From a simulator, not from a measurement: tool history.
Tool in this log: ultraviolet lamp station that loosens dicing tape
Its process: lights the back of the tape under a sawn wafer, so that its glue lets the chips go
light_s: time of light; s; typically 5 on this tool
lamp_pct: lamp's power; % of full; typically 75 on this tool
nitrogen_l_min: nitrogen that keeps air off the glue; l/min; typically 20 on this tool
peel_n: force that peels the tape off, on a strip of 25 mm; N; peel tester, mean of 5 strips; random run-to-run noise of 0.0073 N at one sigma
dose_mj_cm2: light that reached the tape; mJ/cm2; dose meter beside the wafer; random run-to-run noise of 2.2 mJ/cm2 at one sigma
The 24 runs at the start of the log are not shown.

-- hour=418.3 lamp changed
run 25 hour=419.5 | light_s=3 lamp_pct=75 nitrogen_l_min=9 | peel_n=0.856 dose_mj_cm2=116
run 26 hour=438.4 | light_s=3 lamp_pct=74 nitrogen_l_min=7 | peel_n=0.946 dose_mj_cm2=113
run 27 hour=459.6 | light_s=9 lamp_pct=93 nitrogen_l_min=7 | peel_n=0.148 dose_mj_cm2=424
run 28 hour=470.2 | light_s=5 lamp_pct=75 nitrogen_l_min=12 | peel_n=0.367 dose_mj_cm2=189
run 29 hour=490.2 | light_s=5 lamp_pct=75 nitrogen_l_min=12 | peel_n=0.352 dose_mj_cm2=189
run 30 hour=503.6 | light_s=5 lamp_pct=75 nitrogen_l_min=12 | peel_n=0.366 dose_mj_cm2=187
run 31 hour=515.3 | light_s=5 lamp_pct=75 nitrogen_l_min=12 | peel_n=0.361 dose_mj_cm2=183
run 32 hour=527.0 | light_s=5 lamp_pct=75 nitrogen_l_min=12 | peel_n=0.371 dose_mj_cm2=184
run 33 hour=541.0 | light_s=5 lamp_pct=72 nitrogen_l_min=21 | peel_n=0.319 dose_mj_cm2=173
run 34 hour=551.3 | light_s=5 lamp_pct=72 nitrogen_l_min=21 | peel_n=0.312 dose_mj_cm2=170
run 35 hour=569.9 | light_s=5 lamp_pct=72 nitrogen_l_min=21 | peel_n=0.316 dose_mj_cm2=172
run 36 hour=587.2 | light_s=5 lamp_pct=82 nitrogen_l_min=15 | peel_n=0.310 dose_mj_cm2=196
run 37 hour=604.6 | light_s=2 lamp_pct=75 nitrogen_l_min=35 | peel_n=1.042 dose_mj_cm2=73
run 38 hour=622.8 | light_s=4 lamp_pct=75 nitrogen_l_min=18 | peel_n=0.500 dose_mj_cm2=141
run 39 hour=635.4 | light_s=4 lamp_pct=75 nitrogen_l_min=18 | peel_n=0.488 dose_mj_cm2=141
run 40 hour=649.4 | light_s=4 lamp_pct=75 nitrogen_l_min=18 | peel_n=0.502 dose_mj_cm2=139
run 41 hour=669.9 | light_s=6 lamp_pct=80 nitrogen_l_min=9 | peel_n=0.304 dose_mj_cm2=224
run 42 hour=683.3 | light_s=5 lamp_pct=75 nitrogen_l_min=6 | peel_n=0.581 dose_mj_cm2=172
run 43 hour=703.9 | light_s=5 lamp_pct=75 nitrogen_l_min=8 | peel_n=0.498 dose_mj_cm2=169
run 44 hour=715.2 | light_s=6 lamp_pct=97 nitrogen_l_min=20 | peel_n=0.179 dose_mj_cm2=264

3 ways to go on from here, each from the tool as it stands after run 44. What would each give?
run A hour=734.9 | light_s=5 lamp_pct=75 nitrogen_l_min=19 | peel_n=? dose_mj_cm2=?
run B hour=734.9 | light_s=4 lamp_pct=75 nitrogen_l_min=12 | peel_n=? dose_mj_cm2=?
run C hour=734.9 | light_s=5 lamp_pct=63 nitrogen_l_min=20 | peel_n=? dose_mj_cm2=?

run=A peel_n=0.362 dose_mj_cm2=165
run=B peel_n=0.613 dose_mj_cm2=132
run=C peel_n=0.489 dose_mj_cm2=139
What these runs would have given with no unlogged condition in the tool:
run=A peel_n=0.275 dose_mj_cm2=195
run=B peel_n=0.475 dose_mj_cm2=155
run=C peel_n=0.373 dose_mj_cm2=164

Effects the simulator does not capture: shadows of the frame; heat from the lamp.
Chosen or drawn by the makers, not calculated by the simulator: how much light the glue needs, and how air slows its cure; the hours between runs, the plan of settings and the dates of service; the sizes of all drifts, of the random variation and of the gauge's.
